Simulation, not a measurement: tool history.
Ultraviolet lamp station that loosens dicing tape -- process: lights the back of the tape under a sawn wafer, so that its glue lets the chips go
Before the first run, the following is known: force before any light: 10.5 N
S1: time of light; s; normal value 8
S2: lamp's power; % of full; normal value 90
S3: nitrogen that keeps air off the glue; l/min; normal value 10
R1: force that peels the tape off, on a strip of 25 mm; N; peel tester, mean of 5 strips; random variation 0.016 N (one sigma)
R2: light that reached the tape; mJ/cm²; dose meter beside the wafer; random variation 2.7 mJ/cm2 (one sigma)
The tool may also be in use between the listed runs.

run    hour  S1  S2  S3     R1   R2
  1     0.0   8  90  10  1.395  273
  2    41.9   8  90  10  1.436  268
  3   114.3   8  90  10  1.467  264
  4   198.0   8  90  10  1.523  257
  5   252.7   8  90  10  1.489  258
  6   314.0   8  90  10  1.597  253
  7   391.8   8  90  10  1.601  248
  8   427.9  11  90  10  0.862  338
  9   488.6  11  90  10  0.918  340
      493.0  -- lamp changed
 10   524.0   7  90  10  1.185  298
 11   569.7   7  94  10  1.099  301
      577.2  -- window cleaned of glue's vapour
 12   628.2   7  94  10  1.197  302
 13   702.7   7  94  10  1.217  297
 14   745.1   7  94  10  1.240  292
 15   822.0  14  94  10  0.296  578
 16   873.1  14  94  10  0.294  569
 17   908.0   8  92  10  1.022  314
 18   947.8   8  63  10  2.039  214
      965.3  -- window cleaned of glue's vapour, once more
 19  1003.6   8  68  10  1.510  262
 20  1049.9   8  68  10  1.559  258
 21  1110.2   8  68  10  1.640  255
 22  1158.8   9  83   6  1.207  348
 23  1192.8   8  87  10  1.044  330
 24  1228.8   5  90  19  1.803  205
 25  1270.1   5  85   3  3.781  194
 26  1343.5   8  94   3  1.833  340
 27  1397.1  10  65   4  2.088  289
 28  1467.1  13  66   6  1.015  370
 29  1550.0  13  66   6  1.003  370
 30  1618.4   9  90  10  0.857  345
 31  1665.0   9  90   3  1.821  338
 32  1730.3  10  85   3  1.695  356
 33  1787.7   5  90  10  2.579  188
 34  1852.9   8  90   5  1.776  295
 35  1903.3   8  90   5  1.810  289
 36  1983.9   8  90   5  1.866  286
 37  2033.4   9  96  17  0.726  336
     2043.9  -- window cleaned of glue's vapour
 38  2097.2   9  96  17  0.557  369
 39  2140.5  13  96   4  0.600  536
 40  2217.6  13  96   4  0.630  527
 41  2284.1  13  96  18  0.270  521
 42  2352.3  10  69   4  2.074  279

The logged runs with the hidden state left out (each run's random variation unchanged):
The hidden state here: lamp's light, % of a new lamp's; light that the window lets through, % of a clean one's; drift of the gauge itself on peel_n, %; drift of the gauge itself on dose_mj_cm2, %.
run     R1   R2
  1  0.771  366
  2  0.778  362
  3  0.774  362
  4  0.779  360
  5  0.743  365
  6  0.780  362
  7  0.762  363
  8  0.369  498
  9  0.386  505
 10  1.028  319
 11  0.931  327
 12  0.955  337
 13  0.942  337
 14  0.947  334
 15  0.239  671
 16  0.232  667
 17  0.717  371
 18  1.531  254
 19  1.356  277
 20  1.377  276
 21  1.421  276
 22  1.009  380
 23  0.854  363
 24  1.510  227
 25  3.370  216
 26  1.478  385
 27  1.670  330
 28  0.738  430
 29  0.703  436
 30  0.579  413
 31  1.302  408
 32  1.168  435
 33  1.881  232
 34  1.174  369
 35  1.181  367
 36  1.181  368
 37  0.410  438
 38  0.390  434
 39  0.411  635
 40  0.419  634
 41  0.209  636
 42  1.450  346
